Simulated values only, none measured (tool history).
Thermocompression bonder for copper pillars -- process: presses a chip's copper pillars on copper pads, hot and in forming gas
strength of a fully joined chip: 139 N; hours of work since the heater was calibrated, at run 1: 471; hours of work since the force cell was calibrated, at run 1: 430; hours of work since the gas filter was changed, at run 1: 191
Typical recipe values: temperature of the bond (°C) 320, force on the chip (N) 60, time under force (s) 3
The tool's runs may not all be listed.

run	hour	temperature of the bond (°C)	force on the chip (N)	time under force (s)	hours of work since the heater was calibrated	hours of work since the force cell was calibrated	hours of work since the gas filter was changed	force that shears a chip off (N)
1	0	320	60	3	471	430	191	49.7
2	24.4	320	60	3	481	441	201	49.4
3	58.7	320	60	3	496	455	216	48.7
4	100.5	320	60	3	514	474	234	49.3
5	119.8	320	60	3	523	482	243	49.5
6	138.9	320	60	3	531	490	251	49.1
7	183.3	320	60	3	550	510	270	49.2
8	216.8	320	60	3	565	524	285	49.8
9	253	341	60	3	581	540	301	61.6
10	285.7	341	60	3	595	554	315	62.7
11	306.8	341	60	3	604	563	324	63.5
12	348.7	341	60	3	622	582	342	62.6
13	394.6	341	60	4	642	602	362	69.4
14	427.9	296	60	3	657	616	377	35.8
15	467.7	296	60	3	674	633	394	35.7
16	496.6	320	60	3	687	646	407	49.5
17	528.6	320	60	3	701	660	421	48.7
# hour 539.9: forming gas filter changed
18	561.2	320	60	3	715	674	9	49
19	594.6	320	60	3	729	688	24	49.4
20	636.4	344	60	3	747	707	42	65.5
21	675.3	342	72	7	764	724	59	91.5
# hour 684.4: force cell calibrated
22	696.5	307	55	2	773	5	67	33.9
23	719.9	307	55	2	783	15	78	32.9
24	748.8	307	55	2	796	28	90	34.1
25	773.3	329	76	3	806	39	101	62.7
26	809.6	329	76	3	822	55	117	62.5
27	849.3	339	60	3	839	72	134	61.7
28	875.6	298	40	3	851	83	145	28
29	912.8	298	40	3	867	99	162	27.9
30	939.9	298	38	6	879	111	173	36.8
31	963.5	298	38	6	889	122	184	36.9
32	984.2	349	84	3	898	130	193	80.4
33	1021.2	349	84	3	914	147	209	81.7
34	1048.6	326	38	5	926	159	221	48.3

Forecast each of these 4 alternatives for the next run:
A	1073.3	322	60	3	937	169	231	?
B	1073.3	328	38	5	937	169	231	?
C	1073.3	299	60	5	937	169	231	?
D	1073.3	293	40	4	937	169	231	?

run	force that shears a chip off (N)
A	50.1
B	50.3
C	46.5
D	29.1
Without the tool's hidden state the same runs would have given:
run	force that shears a chip off (N)
A	50.2
B	50.5
C	46.6
D	29.2
